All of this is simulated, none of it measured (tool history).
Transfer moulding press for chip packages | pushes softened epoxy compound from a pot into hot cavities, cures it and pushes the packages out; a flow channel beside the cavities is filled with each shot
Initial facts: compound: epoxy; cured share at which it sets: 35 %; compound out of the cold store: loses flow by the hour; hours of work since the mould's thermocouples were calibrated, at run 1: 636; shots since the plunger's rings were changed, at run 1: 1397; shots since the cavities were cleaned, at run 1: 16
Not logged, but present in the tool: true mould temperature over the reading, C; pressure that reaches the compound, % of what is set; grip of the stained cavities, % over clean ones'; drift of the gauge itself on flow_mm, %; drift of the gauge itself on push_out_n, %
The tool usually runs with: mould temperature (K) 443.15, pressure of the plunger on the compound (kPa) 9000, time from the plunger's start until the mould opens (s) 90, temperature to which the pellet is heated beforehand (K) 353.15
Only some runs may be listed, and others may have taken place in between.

run	hour	mould temperature (K)	pressure of the plunger on the compound (kPa)	time from the plunger's start until the mould opens (s)	temperature to which the pellet is heated beforehand (K)	hours of work since the mould's thermocouples were calibrated	shots since the plunger's rings were changed	shots since the cavities were cleaned	incoming compound's hours out of the cold store	length that the compound runs in the flow channel (mm)	greatest force on the pins that push the packages out (N)
1	0.0	443.15	9000	90	353.15	636	1397	16	43.0	741	183
# hour 24.5: mould's thermocouples calibrated
2	25.5	443.15	9000	90	353.15	0	1638	257	45.2	751	249
# hour 62.5: cavities cleaned with cleaning compound and waxed
3	62.5	443.15	9090	90	353.15	19	2003	0	12.3	811	399
4	96.5	443.15	9000	90	353.15	36	2353	350	21.7	793	387
# hour 126.2: cavities cleaned with cleaning compound and waxed
5	130.9	443.15	9000	90	346.15	53	2690	47	18.3	795	212
6	166.5	443.15	9000	90	346.15	71	3056	413	36.4	753	263
# hour 171.0: cavities cleaned with cleaning compound and waxed, once more
7	196.6	443.15	9000	90	346.15	86	3350	263	20.1	785	243
8	223.5	443.15	9000	90	346.15	100	3626	539	45.7	733	295
# hour 235.4: cavities cleaned with cleaning compound and waxed
9	257.6	443.15	9000	90	346.15	116	3961	228	30.3	753	252
10	278.0	443.15	9000	90	346.15	127	4171	438	29.1	762	288
# hour 299.2: cavities cleaned with cleaning compound and waxed
11	321.3	443.15	9000	90	346.15	148	4600	228	47.7	731	240
12	352.7	443.15	9000	90	346.15	164	4922	550	12.4	786	298
# hour 363.1: cavities cleaned with cleaning compound and waxed
13	373.8	443.15	9000	90	346.15	174	5123	110	33.8	740	212
14	393.5	443.15	9000	90	353.15	184	5326	313	19.9	766	269
# hour 425.0: cavities cleaned with cleaning compound and waxed
15	436.0	443.15	8730	105	362.15	205	5747	113	23.7	746	193
# hour 469.7: plunger's sealing rings changed
16	472.9	451.15	8940	105	355.15	223	32	466	18.3	779	233
# hour 492.5: cavities cleaned with cleaning compound and waxed
17	509.7	451.15	10090	83	355.15	241	395	177	39.0	790	196
18	538.3	437.15	9000	90	354.15	256	688	470	43.9	770	400
# hour 554.4: cavities cleaned with cleaning compound and waxed
19	580.2	437.15	9000	90	354.15	276	1104	265	37.5	786	373
20	606.3	437.15	9000	117	348.15	290	1371	532	44.0	756	281
# hour 617.6: cavities cleaned with cleaning compound and waxed
21	643.5	443.15	7500	90	353.15	308	1738	266	17.6	729	268
22	669.0	443.15	8160	90	356.15	321	2000	528	9.1	775	290
# hour 680.8: cavities cleaned with cleaning compound and waxed
23	701.5	443.15	8160	90	356.15	337	2318	212	38.4	717	239
24	731.1	446.15	10800	80	348.15	352	2622	516	27.8	833	289
# hour 742.8: cavities cleaned with cleaning compound and waxed
25	757.3	449.15	9000	109	353.15	365	2876	149	32.5	744	189
26	783.5	449.15	9000	109	353.15	378	3145	418	9.0	788	225
# hour 804.1: cavities cleaned with cleaning compound and waxed
27	816.4	445.15	7850	90	353.15	394	3468	126	10.8	739	198

Predict each of these 3 candidate next runs independently; none follows another, all start after run 27:
A	859.5	450.15	6820	90	353.15	416	3911	569	23.8	?	?
B	859.5	443.15	7110	98	353.15	416	3911	569	43.7	?	?
C	859.5	446.15	7850	90	356.15	416	3911	569	16.9	?	?

run	length that the compound runs in the flow channel (mm)	greatest force on the pins that push the packages out (N)
A	653	249
B	643	268
C	713	265
With the hidden condition removed and each run's random variation left untouched, the same runs would have given:
run	length that the compound runs in the flow channel (mm)	greatest force on the pins that push the packages out (N)
A	674	165
B	664	181
C	737	175

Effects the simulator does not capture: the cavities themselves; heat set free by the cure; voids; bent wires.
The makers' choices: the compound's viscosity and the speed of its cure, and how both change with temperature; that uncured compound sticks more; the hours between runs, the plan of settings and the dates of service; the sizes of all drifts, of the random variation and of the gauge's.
